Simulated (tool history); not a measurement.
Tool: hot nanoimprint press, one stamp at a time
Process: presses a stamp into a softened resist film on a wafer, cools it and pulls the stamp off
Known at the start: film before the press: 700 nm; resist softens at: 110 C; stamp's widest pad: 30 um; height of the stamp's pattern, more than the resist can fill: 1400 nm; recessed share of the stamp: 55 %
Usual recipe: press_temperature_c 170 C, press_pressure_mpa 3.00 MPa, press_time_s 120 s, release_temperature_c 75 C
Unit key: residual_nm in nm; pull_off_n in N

run,day,press_temperature_c,press_pressure_mpa,press_time_s,release_temperature_c,residual_nm,pull_off_n
1,0.000,170,3.00,120,75,362.8,196
2,0.479,170,3.00,120,75,362.4,192
3,0.850,170,3.00,120,75,367.4,196
4,1.271,170,3.00,120,75,368.7,199
5,1.821,170,3.00,120,75,368.0,197
6,2.350,170,3.00,120,75,364.1,205
7,2.946,170,3.00,120,75,365.2,200
8,3.546,170,3.00,120,65,369.2,217
9,4.092,170,3.00,120,75,370.1,202
# day 4.529: stamp cleaned and given a new release coat
10,4.829,170,3.00,120,71,364.9,144
11,5.367,170,3.00,120,71,373.2,144
12,5.833,170,3.00,120,71,369.3,148
13,6.404,163,3.00,120,75,461.3,146
14,7.025,170,3.00,120,75,373.4,146
15,7.646,170,3.00,120,75,366.3,146
16,7.996,170,3.52,120,75,342.1,147
17,8.338,182,2.20,222,81,238.9,144
18,8.671,162,2.32,147,79,503.1,139
19,9.312,163,2.32,213,79,453.1,141
20,9.650,171,3.72,120,75,320.8,151
21,10.062,170,3.00,120,65,374.9,165
22,10.362,174,2.34,101,64,390.5,165
23,10.704,174,3.00,186,75,285.3,152
24,11.304,174,3.00,186,75,282.1,152
25,11.871,170,1.96,120,77,460.3,149
26,12.196,158,4.20,96,62,510.7,163
27,12.592,158,4.20,96,82,509.6,146
28,13.129,170,3.00,120,79,377.9,151

Predict the results of run 29:
29,13.425,179,3.00,120,74,?,?

Run 29 measured residual_nm 278.4 nm, pull_off_n 149 N.
Without the tool's hidden state the same run would have given residual_nm 259.5 nm, pull_off_n 133 N.
